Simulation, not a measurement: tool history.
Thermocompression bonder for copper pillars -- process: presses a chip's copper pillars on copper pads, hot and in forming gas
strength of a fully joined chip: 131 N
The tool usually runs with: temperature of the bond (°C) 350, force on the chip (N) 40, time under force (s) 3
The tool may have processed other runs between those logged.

run    hour  temperature of the bond (°C)  force on the chip (N)  time under force (s)  force that shears a chip off (N)
  1     0.0                           350                     40                     3                              52.1
  2    32.5                           350                     40                     3                              52.5
  3    80.7                           350                     40                     3                              51.7
  4   145.4                           374                     40                     3                              60.9
  5   175.7                           350                     55                     3                              60.6
  6   237.9                           350                     55                     3                              59.5
  7   269.0                           350                     55                     3                              57.9
      323.0  -- forming gas filter changed
  8   333.4                           350                     40                     3                              53.4
  9   391.5                           350                     40                     3                              51.5
      398.4  -- force cell calibrated
 10   438.2                           350                     40                     3                              52.2
 11   473.7                           350                     43                     3                              51.5
 12   519.6                           350                     40                     5                              58.3
 13   571.4                           350                     40                     5                              57.1
      627.1  -- heater calibrated with a thermocouple chip
 14   629.3                           350                     40                     5                              54.7
      647.5  -- forming gas filter changed
 15   689.0                           350                     40                     5                              59.3
      727.9  -- force cell calibrated, once more
 16   747.8                           341                     40                     3                              45.2
 17   785.2                           341                     40                     3                              45.1
 18   825.9                           341                     40                     3                              44.4
 19   866.7                           341                     40                     3                              43.3
 20   896.5                           337                     44                     3                              44.3
 21   938.9                           330                     44                     8                              58.7
      967.8  -- forming gas filter changed
 22  1003.5                           323                     41                     8                              59.3
 23  1047.3                           323                     41                     8                              57.6
 24  1097.7                           323                     41                     8                              56.7
 25  1163.5                           350                     43                     5                              61.0
 26  1207.7                           363                     43                     5                              64.9
 27  1237.5                           365                     40                     4                              58.4
     1286.9  -- forming gas filter changed
 28  1297.4                           365                     40                     4                              63.4
 29  1330.2                           366                     27                     2                              38.6
 30  1360.0                           366                     27                     2                              37.5
 31  1389.0                           377                     41                     5                              74.5
 32  1454.8                           377                     41                     5                              72.2
 33  1502.5                           350                     40                     2                              40.8
 34  1562.2                           347                     55                     3                              55.6

Forecast each of these 5 alternatives for the next run:
     1608.7  -- forming gas filter changed
  A  1619.7                           338                     51                     2                                 ?
     1608.7  -- forming gas filter changed
  B  1619.7                           336                     55                     3                                 ?
     1608.7  -- forming gas filter changed
  C  1619.7                           350                     33                     3                                 ?
     1608.7  -- forming gas filter changed
  D  1619.7                           351                     55                     3                                 ?
     1608.7  -- forming gas filter changed
  E  1619.7                           347                     34                     2                                 ?

run  force that shears a chip off (N)
  A                              45.3
  B                              56.4
  C                              44.7
  D                              63.3
  E                              38.2
Without the tool's unlogged condition, the same runs would have read:
run  force that shears a chip off (N)
  A                              46.7
  B                              57.9
  C                              46.0
  D                              65.0
  E                              39.3

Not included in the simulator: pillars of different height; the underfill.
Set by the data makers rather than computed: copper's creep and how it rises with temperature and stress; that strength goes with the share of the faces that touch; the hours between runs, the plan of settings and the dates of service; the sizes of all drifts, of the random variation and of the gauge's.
